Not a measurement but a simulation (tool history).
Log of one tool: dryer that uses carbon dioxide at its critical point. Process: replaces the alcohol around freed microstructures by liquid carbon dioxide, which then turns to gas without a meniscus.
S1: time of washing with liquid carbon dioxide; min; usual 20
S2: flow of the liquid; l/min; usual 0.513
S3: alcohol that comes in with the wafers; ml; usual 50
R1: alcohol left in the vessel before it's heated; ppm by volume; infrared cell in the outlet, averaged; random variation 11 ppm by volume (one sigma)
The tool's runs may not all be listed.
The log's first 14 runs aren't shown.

| run | day | S1 | S2 | S3 | R1 |
|---|---|---|---|---|---|
| 15 | 5.017 | 20 | 0.513 | 50 | 1046 |
| 16 | 5.488 | 20 | 0.513 | 50 | 1072 |
| 17 | 5.988 | 20 | 0.513 | 50 | 1028 |
| 18 | 6.288 | 19 | 0.343 | 31 | 2204 |
| 19 | 6.575 | 19 | 0.343 | 31 | 2182 |
| 20 | 6.825 | 20 | 0.403 | 50 | 2242 |
| 21 | 7.129 | 20 | 0.403 | 69 | 2937 |
| 22 | 7.338 | 12 | 0.354 | 41 | 5740 |
| 23 | 7.692 | 22 | 0.513 | 50 | 800 |
| 24 | 7.900 | 27 | 0.331 | 102 | 3591 |
| 25 | 8.150 | 27 | 0.331 | 102 | 3591 |
| 26 | 8.408 | 27 | 0.331 | 102 | 3548 |
| 27 | 8.792 | 20 | 0.342 | 56 | 3689 |
| 28 | 9.004 | 13 | 0.418 | 119 | 11598 |
| 29 | 9.229 | 17 | 0.424 | 119 | 6750 |
| 30 | 9.462 | 20 | 0.424 | 119 | 4659 |
|  | 9.725 | inlet filter changed |
| 31 | 9.725 | 21 | 0.513 | 64 | 746 |
| 32 | 9.958 | 25 | 0.372 | 63 | 1342 |
| 33 | 10.192 | 27 | 0.773 | 63 | 46 |
| 34 | 10.412 | 27 | 0.773 | 63 | 50 |

5 ways to go on from here, each from the tool as it stands after run 34. What would each give?
| A | 10.654 | 14 | 0.533 | 50 | ? |
| B | 10.654 | 31 | 0.395 | 38 | ? |
| C | 10.654 | 23 | 0.516 | 68 | ? |
| D | 10.654 | 28 | 0.674 | 38 | ? |
| E | 10.654 | 27 | 0.773 | 90 | ? |

| run | R1 |
|---|---|
| A | 1854 |
| B | 306 |
| C | 552 |
| D | 48 |
| E | 54 |
Without the tool's hidden state the same runs would have given:
| run | R1 |
|---|---|
| A | 1788 |
| B | 272 |
| C | 508 |
| D | 23 |
| E | 28 |
